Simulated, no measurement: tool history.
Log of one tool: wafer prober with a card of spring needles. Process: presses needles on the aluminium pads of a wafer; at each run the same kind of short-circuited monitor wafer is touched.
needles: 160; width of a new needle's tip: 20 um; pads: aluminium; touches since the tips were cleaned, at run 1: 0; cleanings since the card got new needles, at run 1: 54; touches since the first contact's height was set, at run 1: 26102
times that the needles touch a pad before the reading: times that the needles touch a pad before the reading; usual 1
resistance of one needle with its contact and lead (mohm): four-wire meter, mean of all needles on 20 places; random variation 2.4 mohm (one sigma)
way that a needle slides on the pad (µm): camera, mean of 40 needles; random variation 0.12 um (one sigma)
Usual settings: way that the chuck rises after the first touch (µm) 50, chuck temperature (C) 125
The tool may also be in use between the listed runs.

| run | hour | way that the chuck rises after the first touch (µm) | chuck temperature (C) | times that the needles touch a pad before the reading | touches since the tips were cleaned | cleanings since the card got new needles | touches since the first contact's height was set | resistance of one needle with its contact and lead (mohm) | way that a needle slides on the pad (µm) |
|---|---|---|---|---|---|---|---|---|---|
| 1 | 0.0 | 50 | 125 | 1 | 0 | 54 | 26102 | 275 | 11.51 |
|  | 4.5 | tips cleaned on abrasive film |
| 2 | 6.9 | 50 | 125 | 1 | 1171 | 55 | 29395 | 280 | 11.69 |
|  | 8.9 | tips cleaned on abrasive film |
|  | 13.3 | tips cleaned on abrasive film |
| 3 | 16.4 | 50 | 125 | 1 | 1478 | 57 | 33860 | 278 | 11.21 |
|  | 17.8 | tips cleaned on abrasive film |
| 4 | 21.4 | 50 | 125 | 1 | 1722 | 58 | 36245 | 279 | 11.42 |
|  | 22.3 | tips cleaned on abrasive film |
|  | 27.1 | tips cleaned on abrasive film |
| 5 | 28.3 | 50 | 125 | 1 | 569 | 60 | 39471 | 277 | 11.58 |
|  | 31.6 | tips cleaned on abrasive film |
| 6 | 34.3 | 50 | 43 | 1 | 1320 | 61 | 42315 | 252 | 11.36 |
|  | 36.0 | tips cleaned on abrasive film |
|  | 40.7 | tips cleaned on abrasive film |
| 7 | 40.7 | 50 | 125 | 1 | 0 | 63 | 45332 | 280 | 11.43 |
|  | 45.5 | tips cleaned on abrasive film |
|  | 50.2 | tips cleaned on abrasive film |
| 8 | 50.4 | 50 | 125 | 1 | 100 | 65 | 49902 | 279 | 11.58 |
|  | 54.5 | tips cleaned on abrasive film |
|  | 58.8 | tips cleaned on abrasive film |
| 9 | 58.9 | 62 | 114 | 2 | 40 | 67 | 53915 | 267 | 14.08 |
|  | 63.5 | tips cleaned on abrasive film |
| 10 | 66.0 | 35 | 85 | 1 | 1195 | 68 | 57265 | 280 | 8.10 |
|  | 68.0 | tips cleaned on abrasive film |
|  | 72.4 | tips cleaned on abrasive film |
| 11 | 74.5 | 35 | 85 | 1 | 1026 | 70 | 61300 | 279 | 7.96 |
|  | 77.2 | tips cleaned on abrasive film |
| 12 | 80.8 | 52 | 32 | 1 | 1747 | 71 | 64289 | 248 | 11.94 |
|  | 81.5 | tips cleaned on abrasive film |
|  | 86.4 | tips cleaned on abrasive film |
| 13 | 89.8 | 52 | 32 | 1 | 1634 | 73 | 68512 | 248 | 12.23 |
|  | 90.7 | tips cleaned on abrasive film |
| 14 | 94.9 | 52 | 32 | 1 | 2004 | 74 | 70917 | 247 | 11.94 |
|  | 95.6 | tips cleaned on abrasive film |
|  | 99.9 | tips cleaned on abrasive film |
| 15 | 100.7 | 43 | 27 | 2 | 397 | 76 | 73633 | 255 | 10.04 |
|  | 104.2 | tips cleaned on abrasive film |
| 16 | 105.8 | 50 | 45 | 1 | 774 | 77 | 76073 | 255 | 11.48 |

3 ways to go on from here, each from the tool as it stands after run 16. What would each give?
|  | 108.7 | tips cleaned on abrasive film |
| A | 112.7 | 43 | 125 | 3 | 1911 | 78 | 79320 | ? | ? |
|  | 108.7 | tips cleaned on abrasive film |
| B | 112.7 | 68 | 48 | 2 | 1911 | 78 | 79320 | ? | ? |
|  | 108.7 | tips cleaned on abrasive film |
| C | 112.7 | 35 | 125 | 1 | 1911 | 78 | 79320 | ? | ? |

| run | resistance of one needle with its contact and lead (mohm) | way that a needle slides on the pad (µm) |
|---|---|---|
| A | 289 | 9.96 |
| B | 250 | 15.65 |
| C | 295 | 7.97 |
Without the tool's hidden state the same runs would have given:
| run | resistance of one needle with its contact and lead (mohm) | way that a needle slides on the pad (µm) |
|---|---|---|
| A | 289 | 9.97 |
| B | 249 | 15.66 |
| C | 295 | 7.97 |

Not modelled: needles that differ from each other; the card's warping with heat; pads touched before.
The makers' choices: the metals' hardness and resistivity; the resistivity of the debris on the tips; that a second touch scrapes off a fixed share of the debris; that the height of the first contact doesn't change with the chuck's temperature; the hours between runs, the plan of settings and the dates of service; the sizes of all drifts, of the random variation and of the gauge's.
